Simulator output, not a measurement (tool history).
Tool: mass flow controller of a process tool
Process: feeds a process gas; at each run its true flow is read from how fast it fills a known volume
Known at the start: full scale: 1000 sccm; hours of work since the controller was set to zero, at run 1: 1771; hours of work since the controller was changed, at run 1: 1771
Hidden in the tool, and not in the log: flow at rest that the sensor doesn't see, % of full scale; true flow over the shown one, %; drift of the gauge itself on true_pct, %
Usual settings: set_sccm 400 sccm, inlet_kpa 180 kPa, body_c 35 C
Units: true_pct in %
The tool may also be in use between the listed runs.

run,day,set_sccm,inlet_kpa,body_c,hours of work since the controller was set to zero,hours of work since the controller was changed,true_pct
1,0,400,180,35,1771,1771,98.3
2,2.196,400,180,35,1811,1811,98.52
3,5.775,400,180,35,1876,1876,98.55
4,9.179,400,180,35,1937,1937,98.61
5,12.396,400,180,35,1996,1996,98.8
6,15.946,400,180,29,2060,2060,99.28
7,19.212,129,180,29,2120,2120,99.09
8,22.492,129,180,29,2179,2179,99.2
9,25.892,451,230,30,2241,2241,99.62
10,29.575,451,230,30,2308,2308,99.86
11,31.992,654,178,32,2352,2352,100.4
12,35.425,571,253,33,2414,2414,99.98
13,38.358,135,191,31,2467,2467,99.61
14,40.775,979,206,21,2511,2511,101.91
15,44.317,979,174,30,2576,2576,101.66

4 ways to go on from here, each from the tool as it stands after run 15. What would each give?
A,47.388,937,241,27,2631,2631,?
B,47.388,213,190,32,2631,2631,?
C,47.388,338,174,30,2631,2631,?
D,47.388,129,180,35,2631,2631,?

run,true_pct
A,101.67
B,100.06
C,100.46
D,99.9
Without the tool's hidden state the same runs would have given:
run,true_pct
A,99.6
B,98
C,98.4
D,97.83

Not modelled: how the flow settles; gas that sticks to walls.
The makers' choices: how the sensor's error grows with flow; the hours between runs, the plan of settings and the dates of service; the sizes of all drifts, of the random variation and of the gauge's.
